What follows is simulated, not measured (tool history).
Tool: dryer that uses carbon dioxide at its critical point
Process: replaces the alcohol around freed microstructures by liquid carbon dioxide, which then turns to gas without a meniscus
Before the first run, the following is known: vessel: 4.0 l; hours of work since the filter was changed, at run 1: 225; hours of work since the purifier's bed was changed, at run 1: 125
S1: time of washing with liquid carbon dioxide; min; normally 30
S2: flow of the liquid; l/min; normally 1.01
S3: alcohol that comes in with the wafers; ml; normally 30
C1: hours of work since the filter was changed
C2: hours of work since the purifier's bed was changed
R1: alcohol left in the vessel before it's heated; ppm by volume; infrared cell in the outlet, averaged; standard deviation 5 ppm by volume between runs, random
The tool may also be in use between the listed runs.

run 1 hour=0.0 | S1=30 S2=1.01 S3=30 | C1=225 C2=125 | R1=45
run 2 hour=9.5 | S1=23 S2=1.01 S3=30 | C1=229 C2=129 | R1=101
run 3 hour=23.7 | S1=23 S2=1.01 S3=30 | C1=236 C2=136 | R1=99
run 4 hour=36.1 | S1=24 S2=1.01 S3=30 | C1=242 C2=142 | R1=92
run 5 hour=42.5 | S1=24 S2=1.01 S3=81 | C1=245 C2=145 | R1=175
run 6 hour=50.5 | S1=30 S2=1.01 S3=30 | C1=248 C2=148 | R1=58
run 7 hour=64.6 | S1=30 S2=1.01 S3=30 | C1=255 C2=155 | R1=67
run 8 hour=74.9 | S1=30 S2=1.01 S3=30 | C1=260 C2=160 | R1=47
run 9 hour=86.3 | S1=30 S2=1.01 S3=90 | C1=265 C2=165 | R1=84
run 10 hour=96.3 | S1=30 S2=1.01 S3=30 | C1=270 C2=170 | R1=64
run 11 hour=102.0 | S1=29 S2=1.04 S3=30 | C1=273 C2=173 | R1=69
run 12 hour=115.5 | S1=18 S2=1.01 S3=30 | C1=279 C2=179 | R1=237
run 13 hour=127.7 | S1=18 S2=0.86 S3=46 | C1=285 C2=185 | R1=537
run 14 hour=140.6 | S1=18 S2=1.65 S3=61 | C1=291 C2=191 | R1=87

What does the tool deliver on the next run?
run 15 hour=150.0 | S1=19 S2=1.01 S3=22 | C1=295 C2=195 | R1=?

Run 15 measured R1 154 ppm by volume.
If the tool had no hidden condition, the same run with the same run-to-run variation would have returned R1 76 ppm by volume.

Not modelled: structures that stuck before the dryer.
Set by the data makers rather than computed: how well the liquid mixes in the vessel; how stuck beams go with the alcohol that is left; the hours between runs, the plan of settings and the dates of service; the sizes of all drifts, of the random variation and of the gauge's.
